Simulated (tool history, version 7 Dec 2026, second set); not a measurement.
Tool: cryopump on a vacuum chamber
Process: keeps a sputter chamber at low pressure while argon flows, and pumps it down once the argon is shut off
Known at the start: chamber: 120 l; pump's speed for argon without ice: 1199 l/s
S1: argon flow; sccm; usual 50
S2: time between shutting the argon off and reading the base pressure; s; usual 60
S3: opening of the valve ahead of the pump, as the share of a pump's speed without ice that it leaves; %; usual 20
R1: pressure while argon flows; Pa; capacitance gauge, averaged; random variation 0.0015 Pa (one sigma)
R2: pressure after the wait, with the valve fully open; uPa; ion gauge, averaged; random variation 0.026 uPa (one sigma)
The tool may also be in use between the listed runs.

run 1 day=0.000 | S1=50 S2=60 S3=20 | R1=0.3736 R2=1.31
run 2 day=1.112 | S1=50 S2=60 S3=20 | R1=0.3767 R2=1.38
run 3 day=2.021 | S1=50 S2=60 S3=25 | R1=0.3037 R2=1.44
run 4 day=3.292 | S1=50 S2=60 S3=25 | R1=0.3045 R2=1.42
run 5 day=4.825 | S1=50 S2=60 S3=25 | R1=0.3067 R2=1.40
run 6 day=6.179 | S1=50 S2=60 S3=25 | R1=0.3100 R2=1.47
run 7 day=7.171 | S1=50 S2=60 S3=51 | R1=0.1676 R2=1.44
run 8 day=8.104 | S1=50 S2=29 S3=21 | R1=0.3635 R2=2.35
run 9 day=8.908 | S1=50 S2=29 S3=21 | R1=0.3635 R2=2.38
run 10 day=10.671 | S1=50 S2=21 S3=20 | R1=0.3822 R2=3.22
run 11 day=11.488 | S1=23 S2=293 S3=20 | R1=0.1749 R2=0.82

Forecast each of these 3 alternatives for the next run:
run A day=12.233 | S1=50 S2=60 S3=55 | R1=? R2=?
run B day=12.233 | S1=27 S2=43 S3=23 | R1=? R2=?
run C day=12.233 | S1=21 S2=22 S3=40 | R1=? R2=?

run=A R1=0.1607 R2=1.47
run=B R1=0.1831 R2=1.84
run=C R1=0.0881 R2=3.05
Without the tool's hidden state the same runs would have given:
run=A R1=0.1276 R2=1.10
run=B R1=0.1653 R2=1.47
run=C R1=0.0742 R2=2.68

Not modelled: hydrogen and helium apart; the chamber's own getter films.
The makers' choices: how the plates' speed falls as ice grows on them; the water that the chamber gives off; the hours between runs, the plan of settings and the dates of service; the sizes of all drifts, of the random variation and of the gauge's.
